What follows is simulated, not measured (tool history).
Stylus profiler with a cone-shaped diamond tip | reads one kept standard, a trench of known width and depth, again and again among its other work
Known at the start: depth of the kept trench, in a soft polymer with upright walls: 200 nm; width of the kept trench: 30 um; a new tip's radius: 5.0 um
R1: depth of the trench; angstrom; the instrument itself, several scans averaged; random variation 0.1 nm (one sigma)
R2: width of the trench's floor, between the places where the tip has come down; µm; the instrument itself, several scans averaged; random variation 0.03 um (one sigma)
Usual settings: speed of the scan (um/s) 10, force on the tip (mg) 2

run 1 hour=0 | speed_of_the_scan_(um/s)=10 force_on_the_tip_(mg)=2 | R1=2019.3 R2=26.46
run 2 hour=19.7 | speed_of_the_scan_(um/s)=10 force_on_the_tip_(mg)=1.8 | R1=2017.3 R2=26.44
run 3 hour=60.8 | speed_of_the_scan_(um/s)=10 force_on_the_tip_(mg)=1.62 | R1=2020.2 R2=26.39
run 4 hour=96.1 | speed_of_the_scan_(um/s)=2 force_on_the_tip_(mg)=2 | R1=2021.1 R2=26.47
run 5 hour=129 | speed_of_the_scan_(um/s)=6 force_on_the_tip_(mg)=2 | R1=2022.5 R2=26.46
run 6 hour=162 | speed_of_the_scan_(um/s)=10 force_on_the_tip_(mg)=2 | R1=2020.3 R2=26.39
run 7 hour=201.2 | speed_of_the_scan_(um/s)=3 force_on_the_tip_(mg)=2 | R1=2020.8 R2=26.33
run 8 hour=233.8 | speed_of_the_scan_(um/s)=24 force_on_the_tip_(mg)=2 | R1=2020.3 R2=26.31
run 9 hour=271.2 | speed_of_the_scan_(um/s)=24 force_on_the_tip_(mg)=2 | R1=2020.7 R2=26.25
run 10 hour=288.9 | speed_of_the_scan_(um/s)=24 force_on_the_tip_(mg)=2 | R1=2020.7 R2=26.25
run 11 hour=325.8 | speed_of_the_scan_(um/s)=10 force_on_the_tip_(mg)=4.35 | R1=2027 R2=26.38
run 12 hour=367.2 | speed_of_the_scan_(um/s)=10 force_on_the_tip_(mg)=2 | R1=2020.9 R2=26.32
run 13 hour=407.5 | speed_of_the_scan_(um/s)=10 force_on_the_tip_(mg)=1.43 | R1=2017.6 R2=26.28
run 14 hour=447.4 | speed_of_the_scan_(um/s)=10 force_on_the_tip_(mg)=1.43 | R1=2019 R2=26.29
run 15 hour=476.2 | speed_of_the_scan_(um/s)=10 force_on_the_tip_(mg)=2.41 | R1=2021.6 R2=26.3
run 16 hour=515.5 | speed_of_the_scan_(um/s)=10 force_on_the_tip_(mg)=0.79 | R1=2016.9 R2=26.2
run 17 hour=542.6 | speed_of_the_scan_(um/s)=10 force_on_the_tip_(mg)=0.79 | R1=2016.1 R2=26.18
run 18 hour=575.3 | speed_of_the_scan_(um/s)=10 force_on_the_tip_(mg)=0.79 | R1=2016.2 R2=26.16
run 19 hour=600 | speed_of_the_scan_(um/s)=10 force_on_the_tip_(mg)=0.79 | R1=2016.2 R2=26.21
run 20 hour=628.1 | speed_of_the_scan_(um/s)=10 force_on_the_tip_(mg)=0.79 | R1=2018.1 R2=26.21
run 21 hour=649.1 | speed_of_the_scan_(um/s)=31 force_on_the_tip_(mg)=1.47 | R1=2019.8 R2=26.15
run 22 hour=667.5 | speed_of_the_scan_(um/s)=31 force_on_the_tip_(mg)=1.47 | R1=2019.4 R2=26.11
run 23 hour=706 | speed_of_the_scan_(um/s)=31 force_on_the_tip_(mg)=1.47 | R1=2018.7 R2=26.02
run 24 hour=742.4 | speed_of_the_scan_(um/s)=5 force_on_the_tip_(mg)=5.23 | R1=2032.8 R2=26.16
run 25 hour=760.4 | speed_of_the_scan_(um/s)=28 force_on_the_tip_(mg)=0.99 | R1=2016.5 R2=26.02
run 26 hour=789.5 | speed_of_the_scan_(um/s)=2 force_on_the_tip_(mg)=2.27 | R1=2024.2 R2=26.13
run 27 hour=828.3 | speed_of_the_scan_(um/s)=2 force_on_the_tip_(mg)=2.27 | R1=2023.5 R2=26.12
-- hour=848.1 height scale calibrated on a step standard
run 28 hour=855.2 | speed_of_the_scan_(um/s)=4 force_on_the_tip_(mg)=4.67 | R1=2018.8 R2=26.13
run 29 hour=876.5 | speed_of_the_scan_(um/s)=6 force_on_the_tip_(mg)=2.65 | R1=2010.5 R2=26.11
run 30 hour=911 | speed_of_the_scan_(um/s)=6 force_on_the_tip_(mg)=1.73 | R1=2008.8 R2=26.08
run 31 hour=929.1 | speed_of_the_scan_(um/s)=6 force_on_the_tip_(mg)=1.73 | R1=2008.2 R2=26.07
run 32 hour=953.2 | speed_of_the_scan_(um/s)=6 force_on_the_tip_(mg)=1.73 | R1=2009.7 R2=26.09
run 33 hour=981.5 | speed_of_the_scan_(um/s)=22 force_on_the_tip_(mg)=2.76 | R1=2014.6 R2=26
run 34 hour=1001 | speed_of_the_scan_(um/s)=3 force_on_the_tip_(mg)=0.83 | R1=2004.5 R2=26.04
run 35 hour=1020.1 | speed_of_the_scan_(um/s)=8 force_on_the_tip_(mg)=5.05 | R1=2022.8 R2=26.05

5 ways to go on from here, each from the tool as it stands after run 35. What would each give?
run A hour=1051.8 | speed_of_the_scan_(um/s)=26 force_on_the_tip_(mg)=5.57 | R1=? R2=?
run B hour=1051.8 | speed_of_the_scan_(um/s)=3 force_on_the_tip_(mg)=3.39 | R1=? R2=?
run C hour=1051.8 | speed_of_the_scan_(um/s)=36 force_on_the_tip_(mg)=0.81 | R1=? R2=?
run D hour=1051.8 | speed_of_the_scan_(um/s)=3 force_on_the_tip_(mg)=2.68 | R1=? R2=?
run E hour=1051.8 | speed_of_the_scan_(um/s)=3 force_on_the_tip_(mg)=0.77 | R1=? R2=?

run=A R1=2024 R2=25.97
run=B R1=2016.5 R2=26.04
run=C R1=2007.8 R2=25.91
run=D R1=2014.3 R2=26.05
run=E R1=2005.9 R2=26.09
Without the tool's hidden state the same runs would have given:
run=A R1=2023.8 R2=27.1
run=B R1=2016.3 R2=27.16
run=C R1=2007.6 R2=27.03
run=D R1=2014.1 R2=27.18
run=E R1=2005.7 R2=27.22
